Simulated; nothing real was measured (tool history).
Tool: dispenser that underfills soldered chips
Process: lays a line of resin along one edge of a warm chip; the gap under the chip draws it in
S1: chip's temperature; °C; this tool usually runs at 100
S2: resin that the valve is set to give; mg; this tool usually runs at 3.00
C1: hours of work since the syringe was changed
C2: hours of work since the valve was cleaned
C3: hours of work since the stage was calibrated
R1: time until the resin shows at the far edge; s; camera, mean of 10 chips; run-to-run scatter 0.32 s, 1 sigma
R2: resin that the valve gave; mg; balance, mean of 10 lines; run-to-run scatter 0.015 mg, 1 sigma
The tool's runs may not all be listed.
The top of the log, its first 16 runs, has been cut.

-- hour=218.9 new syringe of resin
run 17 hour=223.3 | S1=107 S2=3.04 | C1=3 C2=76 C3=252 | R1=9.5 R2=2.95
run 18 hour=232.8 | S1=112 S2=2.91 | C1=9 C2=82 C3=258 | R1=14.0 R2=2.81
-- hour=237.4 new syringe of resin
run 19 hour=244.0 | S1=112 S2=2.91 | C1=4 C2=90 C3=266 | R1=9.9 R2=2.80
-- hour=245.9 dispensing valve cleaned and set on the balance
-- hour=257.1 new syringe of resin
run 20 hour=257.4 | S1=112 S2=2.91 | C1=0 C2=8 C3=274 | R1=7.1 R2=2.88
run 21 hour=264.9 | S1=112 S2=2.91 | C1=5 C2=13 C3=279 | R1=10.1 R2=2.90
-- hour=274.6 new syringe of resin
run 22 hour=277.3 | S1=100 S2=3.32 | C1=2 C2=21 C3=287 | R1=10.5 R2=3.34
-- hour=292.4 new syringe of resin
run 23 hour=295.0 | S1=100 S2=3.32 | C1=2 C2=33 C3=299 | R1=10.3 R2=3.27
run 24 hour=307.8 | S1=100 S2=3.32 | C1=11 C2=42 C3=308 | R1=20.4 R2=3.25
-- hour=310.4 new syringe of resin
run 25 hour=319.4 | S1=91 S2=3.00 | C1=6 C2=49 C3=316 | R1=19.0 R2=2.91
-- hour=328.8 new syringe of resin
run 26 hour=336.3 | S1=91 S2=3.00 | C1=5 C2=61 C3=327 | R1=18.1 R2=2.95
-- hour=346.2 new syringe of resin
run 27 hour=352.1 | S1=91 S2=3.00 | C1=4 C2=71 C3=338 | R1=16.0 R2=2.93
-- hour=363.6 new syringe of resin
run 28 hour=364.9 | S1=109 S2=3.09 | C1=1 C2=80 C3=346 | R1=7.6 R2=2.98
run 29 hour=372.8 | S1=109 S2=3.09 | C1=6 C2=85 C3=352 | R1=11.9 R2=3.00
-- hour=380.6 dispensing valve cleaned and set on the balance
-- hour=382.5 new syringe of resin
run 30 hour=389.3 | S1=109 S2=2.95 | C1=5 C2=6 C3=362 | R1=9.9 R2=2.93
-- hour=401.1 new syringe of resin
run 31 hour=403.9 | S1=109 S2=2.95 | C1=2 C2=15 C3=372 | R1=8.8 R2=2.92

Alternative continuations, all from the tool just after run 31; predict every row:
run A hour=413.2 | S1=94 S2=2.96 | C1=8 C2=22 C3=378 | R1=? R2=?
run B hour=413.2 | S1=105 S2=2.94 | C1=8 C2=22 C3=378 | R1=? R2=?
run C hour=413.2 | S1=98 S2=3.69 | C1=8 C2=22 C3=378 | R1=? R2=?
run D hour=413.2 | S1=88 S2=3.00 | C1=8 C2=22 C3=378 | R1=? R2=?
run E hour=413.2 | S1=102 S2=2.78 | C1=8 C2=22 C3=378 | R1=? R2=?

run=A R1=20.4 R2=2.92
run=B R1=15.9 R2=2.92
run=C R1=17.8 R2=3.66
run=D R1=24.1 R2=2.97
run=E R1=16.5 R2=2.76
What these runs would have given with no unlogged condition in the tool:
run=A R1=11.4 R2=2.95
run=B R1=9.2 R2=2.94
run=C R1=10.0 R2=3.70
run=D R1=13.5 R2=3.00
run=E R1=9.2 R2=2.79
